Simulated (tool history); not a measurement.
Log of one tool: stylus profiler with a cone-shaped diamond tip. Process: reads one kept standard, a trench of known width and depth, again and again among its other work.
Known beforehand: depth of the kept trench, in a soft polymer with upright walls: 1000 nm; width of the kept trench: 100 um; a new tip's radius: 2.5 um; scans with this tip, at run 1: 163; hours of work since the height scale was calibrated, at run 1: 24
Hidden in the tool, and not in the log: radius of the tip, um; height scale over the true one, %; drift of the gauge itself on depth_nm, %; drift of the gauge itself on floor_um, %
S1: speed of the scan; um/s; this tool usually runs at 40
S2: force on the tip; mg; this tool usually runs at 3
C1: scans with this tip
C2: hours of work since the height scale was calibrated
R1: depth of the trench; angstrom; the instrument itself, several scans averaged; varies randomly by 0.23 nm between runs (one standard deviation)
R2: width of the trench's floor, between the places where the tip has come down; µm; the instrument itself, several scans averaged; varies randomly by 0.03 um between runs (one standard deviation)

| run | hour | S1 | S2 | C1 | C2 | R1 | R2 |
|---|---|---|---|---|---|---|---|
| 1 | 0 | 40 | 3 | 163 | 24 | 10104.3 | 95.79 |
| 2 | 39.3 | 40 | 3 | 360 | 52 | 10105 | 95.69 |
| 3 | 83.4 | 40 | 3 | 581 | 84 | 10099.7 | 95.53 |
| 4 | 108.6 | 40 | 3 | 708 | 102 | 10101.2 | 95.47 |
| 5 | 143.8 | 10 | 3 | 884 | 128 | 10097.1 | 95.45 |
| 6 | 170.2 | 10 | 3 | 1016 | 147 | 10102.4 | 95.37 |
| 7 | 194.2 | 10 | 3 | 1136 | 164 | 10097.8 | 95.29 |
| 8 | 244.1 | 10 | 3 | 1386 | 200 | 10097.5 | 95.15 |
| 9 | 292 | 40 | 3 | 1627 | 235 | 10100.5 | 94.88 |
| 10 | 330.6 | 40 | 3 | 1820 | 263 | 10095.1 | 94.8 |
| 11 | 366.2 | 146 | 3 | 1999 | 289 | 10091.5 | 94.22 |
| 12 | 402.6 | 146 | 3 | 2181 | 315 | 10090.6 | 94.17 |
| 13 | 440.6 | 146 | 3 | 2372 | 343 | 10093 | 93.98 |
| 14 | 468.8 | 146 | 3 | 2513 | 363 | 10092 | 93.92 |
| 15 | 518.2 | 146 | 3 | 2761 | 399 | 10090.5 | 93.75 |
| 16 | 558.9 | 146 | 3 | 2964 | 428 | 10088.1 | 93.73 |
| 17 | 611.1 | 146 | 3 | 3226 | 466 | 10082.6 | 93.66 |
| 18 | 654.8 | 146 | 3 | 3445 | 498 | 10086.7 | 93.47 |
| 19 | 704.9 | 32 | 7.09 | 3697 | 534 | 10167.8 | 94.01 |
| 20 | 743.9 | 32 | 7.09 | 3892 | 562 | 10164.2 | 93.93 |
| 21 | 770.9 | 32 | 3 | 4027 | 582 | 10081.7 | 93.74 |
| 22 | 821.4 | 32 | 3 | 4280 | 618 | 10086 | 93.69 |
| 23 | 852.7 | 30 | 1.12 | 4437 | 641 | 10029.6 | 93.6 |
| 24 | 901.7 | 24 | 1.81 | 4683 | 677 | 10048.4 | 93.5 |
| 25 | 949.6 | 42 | 2.14 | 4923 | 711 | 10054.6 | 93.33 |
| 26 | 1002.1 | 150 | 2.53 | 5187 | 749 | 10064.6 | 92.68 |
| 27 | 1030 | 150 | 2.53 | 5326 | 769 | 10062.1 | 92.6 |
| 28 | 1062.8 | 101 | 7.34 | 5491 | 793 | 10163.7 | 92.98 |

How would selected steps in R1 from run to run divide? Give the signed amount a tool lacking its hidden state would still show from settings, what came in and random variation, and the signed amount left for the hidden state, including any gauge scatter that is not in both of the compared results.
Run 16 -> 17: nothing adjusted, nothing logged. R1 -5.5 angstrom: hidden state -1.5, all else -4.
Run 18 -> 19: S1 146 -> 32, S2 3 -> 7.09. R1 +81.1 angstrom: hidden state -1.7, all else +82.8.
Run 20 -> 21: S2 7.09 -> 3. R1 -82.5 angstrom: hidden state -0.5, all else -82.
Run 27 -> 28: S1 150 -> 101, S2 2.53 -> 7.34. R1 +101.6 angstrom: hidden state -1.2, all else +102.8.
